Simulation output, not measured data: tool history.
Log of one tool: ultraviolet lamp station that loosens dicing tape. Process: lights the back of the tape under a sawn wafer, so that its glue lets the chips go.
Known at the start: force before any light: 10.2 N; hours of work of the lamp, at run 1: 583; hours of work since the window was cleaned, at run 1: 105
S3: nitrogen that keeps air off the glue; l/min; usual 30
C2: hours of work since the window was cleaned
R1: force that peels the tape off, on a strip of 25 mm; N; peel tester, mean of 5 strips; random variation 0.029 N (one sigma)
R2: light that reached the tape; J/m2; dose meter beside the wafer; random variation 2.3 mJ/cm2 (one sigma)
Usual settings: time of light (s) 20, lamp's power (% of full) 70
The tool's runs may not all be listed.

run 1 hour=0 | time_of_light_(s)=20 lamp's_power_(%_of_full)=70 S3=30 | hours_of_work_of_the_lamp=583 C2=105 | R1=1.815 R2=1830
run 2 hour=20.5 | time_of_light_(s)=36 lamp's_power_(%_of_full)=70 S3=30 | hours_of_work_of_the_lamp=597 C2=119 | R1=0.617 R2=3240
run 3 hour=44.6 | time_of_light_(s)=36 lamp's_power_(%_of_full)=70 S3=30 | hours_of_work_of_the_lamp=614 C2=136 | R1=0.594 R2=3270
run 4 hour=57.9 | time_of_light_(s)=18 lamp's_power_(%_of_full)=70 S3=30 | hours_of_work_of_the_lamp=623 C2=145 | R1=2.139 R2=1600
run 5 hour=70.9 | time_of_light_(s)=18 lamp's_power_(%_of_full)=70 S3=30 | hours_of_work_of_the_lamp=632 C2=154 | R1=2.194 R2=1630
run 6 hour=90.9 | time_of_light_(s)=28 lamp's_power_(%_of_full)=70 S3=30 | hours_of_work_of_the_lamp=646 C2=168 | R1=1.007 R2=2480
run 7 hour=120.3 | time_of_light_(s)=28 lamp's_power_(%_of_full)=70 S3=30 | hours_of_work_of_the_lamp=667 C2=188 | R1=1.011 R2=2490
run 8 hour=145.9 | time_of_light_(s)=28 lamp's_power_(%_of_full)=70 S3=30 | hours_of_work_of_the_lamp=684 C2=206 | R1=1.011 R2=2440
run 9 hour=159 | time_of_light_(s)=28 lamp's_power_(%_of_full)=70 S3=30 | hours_of_work_of_the_lamp=693 C2=215 | R1=1.085 R2=2460
run 10 hour=183.7 | time_of_light_(s)=28 lamp's_power_(%_of_full)=70 S3=30 | hours_of_work_of_the_lamp=711 C2=232 | R1=1.092 R2=2490
run 11 hour=199.2 | time_of_light_(s)=28 lamp's_power_(%_of_full)=70 S3=30 | hours_of_work_of_the_lamp=721 C2=243 | R1=1.096 R2=2430
run 12 hour=218.9 | time_of_light_(s)=28 lamp's_power_(%_of_full)=70 S3=30 | hours_of_work_of_the_lamp=735 C2=256 | R1=1.063 R2=2440
run 13 hour=236.3 | time_of_light_(s)=20 lamp's_power_(%_of_full)=70 S3=30 | hours_of_work_of_the_lamp=747 C2=269 | R1=2.008 R2=1690
run 14 hour=263.9 | time_of_light_(s)=20 lamp's_power_(%_of_full)=70 S3=30 | hours_of_work_of_the_lamp=766 C2=288 | R1=1.995 R2=1680
run 15 hour=291.5 | time_of_light_(s)=20 lamp's_power_(%_of_full)=70 S3=30 | hours_of_work_of_the_lamp=785 C2=307 | R1=2.018 R2=1700
run 16 hour=310.1 | time_of_light_(s)=20 lamp's_power_(%_of_full)=70 S3=30 | hours_of_work_of_the_lamp=798 C2=320 | R1=2.015 R2=1730
run 17 hour=327 | time_of_light_(s)=20 lamp's_power_(%_of_full)=70 S3=30 | hours_of_work_of_the_lamp=810 C2=331 | R1=2.011 R2=1700
run 18 hour=353.1 | time_of_light_(s)=20 lamp's_power_(%_of_full)=70 S3=16 | hours_of_work_of_the_lamp=828 C2=350 | R1=2.953 R2=1670
-- hour=377 window cleaned of glue's vapour
run 19 hour=382.5 | time_of_light_(s)=20 lamp's_power_(%_of_full)=70 S3=16 | hours_of_work_of_the_lamp=848 C2=4 | R1=2.656 R2=1770
run 20 hour=394.8 | time_of_light_(s)=20 lamp's_power_(%_of_full)=94 S3=30 | hours_of_work_of_the_lamp=857 C2=12 | R1=1.143 R2=2420
run 21 hour=416.2 | time_of_light_(s)=20 lamp's_power_(%_of_full)=70 S3=11 | hours_of_work_of_the_lamp=871 C2=27 | R1=3.192 R2=1740
run 22 hour=436 | time_of_light_(s)=20 lamp's_power_(%_of_full)=70 S3=11 | hours_of_work_of_the_lamp=885 C2=41 | R1=3.28 R2=1770
run 23 hour=455.8 | time_of_light_(s)=33 lamp's_power_(%_of_full)=70 S3=27 | hours_of_work_of_the_lamp=899 C2=55 | R1=0.823 R2=2830
run 24 hour=484.4 | time_of_light_(s)=10 lamp's_power_(%_of_full)=88 S3=54 | hours_of_work_of_the_lamp=919 C2=74 | R1=2.803 R2=1080
run 25 hour=508.5 | time_of_light_(s)=16 lamp's_power_(%_of_full)=67 S3=21 | hours_of_work_of_the_lamp=935 C2=91 | R1=3.295 R2=1310
run 26 hour=528.3 | time_of_light_(s)=18 lamp's_power_(%_of_full)=72 S3=11 | hours_of_work_of_the_lamp=949 C2=105 | R1=3.538 R2=1560

Forecast run 27:
run 27 hour=548.6 | time_of_light_(s)=18 lamp's_power_(%_of_full)=72 S3=11 | hours_of_work_of_the_lamp=963 C2=119 | R1=? R2=?

Run 27 gave R1 3.531 N, R2 1560 J/m2.
Without the tool's hidden state the same run would have given R1 2.791 N, R2 1940 J/m2.

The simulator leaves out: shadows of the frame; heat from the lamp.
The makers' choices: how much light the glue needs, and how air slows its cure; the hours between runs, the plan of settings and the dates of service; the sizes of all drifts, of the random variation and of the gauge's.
